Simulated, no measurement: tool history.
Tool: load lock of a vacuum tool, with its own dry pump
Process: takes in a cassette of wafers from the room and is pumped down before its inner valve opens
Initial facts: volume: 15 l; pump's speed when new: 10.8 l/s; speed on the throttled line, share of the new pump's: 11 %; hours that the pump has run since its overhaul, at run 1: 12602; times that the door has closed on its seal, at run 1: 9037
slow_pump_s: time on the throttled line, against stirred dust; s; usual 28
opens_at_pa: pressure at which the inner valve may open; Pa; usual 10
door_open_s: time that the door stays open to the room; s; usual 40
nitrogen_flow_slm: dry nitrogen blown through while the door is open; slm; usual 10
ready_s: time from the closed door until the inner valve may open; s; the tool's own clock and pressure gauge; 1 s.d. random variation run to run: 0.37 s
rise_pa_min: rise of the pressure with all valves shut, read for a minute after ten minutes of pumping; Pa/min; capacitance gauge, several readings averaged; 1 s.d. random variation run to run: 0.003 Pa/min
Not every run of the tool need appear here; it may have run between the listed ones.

run      day  slow_pump_s  opens_at_pa  door_open_s  nitrogen_flow_slm  hours that the pump has run since its overhaul  times that the door has closed on its seal  incoming humidity of the room's air, %  ready_s  rise_pa_min
  1    0.000           28           10           40                 10                                           12602                                        9037                                    47.5     39.6        0.082
  2   19.321           28           10           40                 10                                           13066                                       10705                                    47.1     39.1        0.083
  3   30.096           28           10           40                 10                                           13325                                       11635                                    43.3     39.2        0.100
  4   41.229           28           10           40                 10                                           13592                                       12595                                    46.3     39.0        0.105
  5   62.679           28           10           40                 10                                           14107                                       14446                                    43.0     39.6        0.121
  6   74.521           30            9           40                  5                                           14391                                       15468                                    46.0     41.3        0.128
  7   86.175           30            9           40                  5                                           14671                                       16473                                    43.8     40.8        0.132
  8   95.754           30            9           40                  5                                           14901                                       17300                                    46.3     41.1        0.146
  9  115.308           30            9           40                  5                                           15370                                       18987                                    46.6     40.8        0.162
 10  130.812           16           16           92                  9                                           15742                                       20325                                    43.4     28.5        0.186

Alternative continuations, all from the tool just after run 10; predict every row:
  A  144.796           18           13           92                 12                                           16078                                       21532                                    42.6        ?            ?
  B  144.796           17           16           75                 30                                           16078                                       21532                                    42.8        ?            ?
  C  144.796           28           16           40                 10                                           16078                                       21532                                    46.1        ?            ?

run  ready_s  rise_pa_min
  A     30.6        0.188
  B     29.1        0.170
  C     39.3        0.177
What these runs would have given with no unlogged condition in the tool:
run  ready_s  rise_pa_min
  A     28.8        0.036
  B     27.3        0.018
  C     37.7        0.026
